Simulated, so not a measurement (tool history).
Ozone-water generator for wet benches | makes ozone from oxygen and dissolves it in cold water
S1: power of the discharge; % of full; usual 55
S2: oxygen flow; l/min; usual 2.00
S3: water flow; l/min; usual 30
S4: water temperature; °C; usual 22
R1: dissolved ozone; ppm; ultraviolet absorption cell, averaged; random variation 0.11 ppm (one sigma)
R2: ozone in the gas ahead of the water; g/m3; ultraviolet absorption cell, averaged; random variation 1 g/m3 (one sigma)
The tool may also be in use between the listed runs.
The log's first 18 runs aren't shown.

{"run": 19, "hour": 1344.7, "S1": 66, "S2": 2.0, "S3": 25, "S4": 14, "R1": 9.7, "R2": 187.1}
{"run": 20, "hour": 1429.4, "S1": 66, "S2": 2.0, "S3": 25, "S4": 14, "R1": 9.5, "R2": 184.7}
{"run": 21, "hour": 1501.8, "S1": 57, "S2": 1.64, "S3": 26, "S4": 18, "R1": 8.0, "R2": 191.2}
{"run": 22, "hour": 1569.8, "S1": 57, "S2": 1.64, "S3": 26, "S4": 18, "R1": 8.0, "R2": 189.8}
{"run": 23, "hour": 1618.1, "S1": 87, "S2": 2.0, "S3": 23, "S4": 22, "R1": 11.5, "R2": 214.0}
{"run": 24, "hour": 1678.7, "S1": 87, "S2": 2.0, "S3": 23, "S4": 22, "R1": 11.4, "R2": 212.4}
{"run": 25, "hour": 1769.8, "S1": 87, "S2": 2.0, "S3": 23, "S4": 22, "R1": 11.3, "R2": 213.3}
{"run": 26, "hour": 1848.6, "S1": 87, "S2": 2.0, "S3": 23, "S4": 22, "R1": 11.4, "R2": 214.0}
{"run": 27, "hour": 1907.8, "S1": 54, "S2": 2.0, "S3": 25, "S4": 23, "R1": 8.2, "R2": 165.8}
{"run": 28, "hour": 1985.7, "S1": 54, "S2": 1.03, "S3": 25, "S4": 23, "R1": 6.8, "R2": 238.5}
{"run": 29, "hour": 2053.8, "S1": 54, "S2": 1.03, "S3": 25, "S4": 23, "R1": 6.6, "R2": 236.2}
{"run": 30, "hour": 2109.8, "S1": 54, "S2": 1.03, "S3": 25, "S4": 23, "R1": 6.7, "R2": 235.0}
{"run": 31, "hour": 2158.9, "S1": 55, "S2": 2.34, "S3": 34, "S4": 22, "R1": 6.5, "R2": 152.6}
{"run": 32, "hour": 2256.1, "S1": 55, "S2": 2.03, "S3": 23, "S4": 20, "R1": 9.2, "R2": 164.9}
{"run": 33, "hour": 2355.8, "S1": 55, "S2": 2.03, "S3": 23, "S4": 20, "R1": 8.8, "R2": 164.4}

Forecast each of these 3 alternatives for the next run:
{"run": "A", "hour": 2406.6, "S1": 55, "S2": 2.03, "S3": 38, "S4": 18, "R1": "?", "R2": "?"}
{"run": "B", "hour": 2406.6, "S1": 55, "S2": 2.03, "S3": 26, "S4": 27, "R1": "?", "R2": "?"}
{"run": "C", "hour": 2406.6, "S1": 55, "S2": 2.0, "S3": 30, "S4": 20, "R1": "?", "R2": "?"}

run=A R1=5.8 R2=163.6
run=B R1=7.7 R2=163.5
run=C R1=7.0 R2=163.9
Without the tool's hidden state the same runs would have given:
run=A R1=6.8 R2=180.5
run=B R1=9.0 R2=180.4
run=C R1=8.2 R2=180.8
